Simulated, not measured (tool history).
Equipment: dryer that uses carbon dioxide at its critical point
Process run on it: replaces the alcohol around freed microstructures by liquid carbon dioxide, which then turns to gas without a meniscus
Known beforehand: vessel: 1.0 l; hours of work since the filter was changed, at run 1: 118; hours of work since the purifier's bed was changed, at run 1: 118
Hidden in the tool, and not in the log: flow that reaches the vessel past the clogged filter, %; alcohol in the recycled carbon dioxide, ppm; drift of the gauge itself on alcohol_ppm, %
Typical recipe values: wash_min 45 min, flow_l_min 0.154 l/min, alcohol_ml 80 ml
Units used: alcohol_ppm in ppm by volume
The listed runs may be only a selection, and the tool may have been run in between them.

run    day  wash_min  flow_l_min  alcohol_ml  hours of work since the filter was changed  hours of work since the purifier's bed was changed  alcohol_ppm
  1      0        45       0.154          80                                         118                                                 118          149
  2  0.412        45       0.154          73                                         125                                                 125          149
  3  0.992        45       0.118          80                                         135                                                 135          669
  4  1.438        45       0.154          39                                         142                                                 142          106
  5  2.075        45       0.154          80                                         152                                                 152          171
  6  2.617        45       0.154          80                                         161                                                 161          177
  7  3.383        45       0.154          80                                         174                                                 174          178
  8  3.833        45       0.154          80                                         181                                                 181          195
  9  4.412        45       0.154          80                                         191                                                 191          193
 10  5.117        45       0.154          82                                         202                                                 202          208
 11  5.708        41       0.175          82                                         212                                                 212          180
 12  6.025        41       0.175          82                                         217                                                 217          171
 13  6.608        55       0.217         116                                         227                                                 227           55
     6.954  -- inlet filter changed
 14  7.179        45       0.217          31                                           4                                                 236           61
 15  7.775        45       0.247          55                                          13                                                 245           55
 16  8.458        29       0.176          48                                          25                                                 257          399

Below are 5 alternative next runs, each starting from the tool's condition after run 16. Predict each:
  A  9.012        45       0.133          80                                          34                                                 266            ?
  B  9.012        46       0.174          30                                          34                                                 266            ?
  C  9.012        56       0.207          31                                          34                                                 266            ?
  D  9.012        38       0.163          22                                          34                                                 266            ?
  E  9.012        29       0.113          90                                          34                                                 266            ?

run  alcohol_ppm
  A          329
  B           66
  C           67
  D          123
  E         4167
Take away the tool's hidden state, keep each run's random variation, and the runs would have read:
run  alcohol_ppm
  A          247
  B            8
  C            9
  D           59
  E         3888
